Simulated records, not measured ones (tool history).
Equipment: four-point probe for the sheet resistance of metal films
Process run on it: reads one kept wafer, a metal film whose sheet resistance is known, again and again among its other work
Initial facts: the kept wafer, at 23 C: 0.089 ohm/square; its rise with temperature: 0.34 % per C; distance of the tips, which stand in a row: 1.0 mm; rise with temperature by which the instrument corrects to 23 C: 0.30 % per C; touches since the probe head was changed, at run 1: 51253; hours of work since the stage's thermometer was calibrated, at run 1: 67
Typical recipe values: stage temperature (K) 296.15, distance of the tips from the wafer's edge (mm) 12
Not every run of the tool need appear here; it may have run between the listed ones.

| run | hour | stage temperature (K) | distance of the tips from the wafer's edge (mm) | touches since the probe head was changed | hours of work since the stage's thermometer was calibrated | sheet resistance as the instrument gives it (ohm/square) |
|---|---|---|---|---|---|---|
| 1 | 0.0 | 296.15 | 12 | 51253 | 67 | 0.089342 |
| 2 | 78.1 | 296.15 | 12 | 53734 | 111 | 0.089363 |
| 3 | 146.1 | 296.15 | 12 | 55896 | 150 | 0.089309 |
| 4 | 186.5 | 302.15 | 12 | 57180 | 173 | 0.089508 |
| 5 | 220.8 | 296.15 | 7 | 58268 | 193 | 0.089949 |
| 6 | 284.8 | 296.15 | 7 | 60301 | 229 | 0.089983 |
| 7 | 328.8 | 302.15 | 7 | 61701 | 255 | 0.090160 |
| 8 | 366.9 | 296.15 | 12 | 62913 | 276 | 0.089373 |
| 9 | 433.0 | 296.15 | 3 | 65013 | 314 | 0.094001 |
| 10 | 502.3 | 296.15 | 44 | 67213 | 354 | 0.089003 |
| 11 | 563.9 | 292.15 | 12 | 69172 | 389 | 0.089189 |
| 12 | 633.4 | 296.15 | 31 | 71379 | 429 | 0.089083 |
| 13 | 706.6 | 296.15 | 6 | 73706 | 470 | 0.090299 |
| 14 | 757.0 | 299.15 | 3 | 75307 | 499 | 0.094081 |
| 15 | 821.3 | 299.15 | 3 | 77351 | 536 | 0.094103 |
| 16 | 892.4 | 296.15 | 9 | 79608 | 576 | 0.089595 |
| 17 | 943.8 | 295.15 | 11 | 81241 | 606 | 0.089347 |
| 18 | 1013.1 | 295.15 | 11 | 83443 | 645 | 0.089349 |
| 19 | 1054.7 | 303.15 | 4 | 84767 | 669 | 0.092153 |

Run 20 comes next. What will it give?
| 20 | 1120.7 | 304.15 | 53 | 86865 | 707 | ? |

{"run 20": {"sheet resistance as the instrument gives it (ohm/square)": 0.089306}}
Minus the tool's unlogged condition, the same run would have read sheet resistance as the instrument gives it (ohm/square) 0.089310.

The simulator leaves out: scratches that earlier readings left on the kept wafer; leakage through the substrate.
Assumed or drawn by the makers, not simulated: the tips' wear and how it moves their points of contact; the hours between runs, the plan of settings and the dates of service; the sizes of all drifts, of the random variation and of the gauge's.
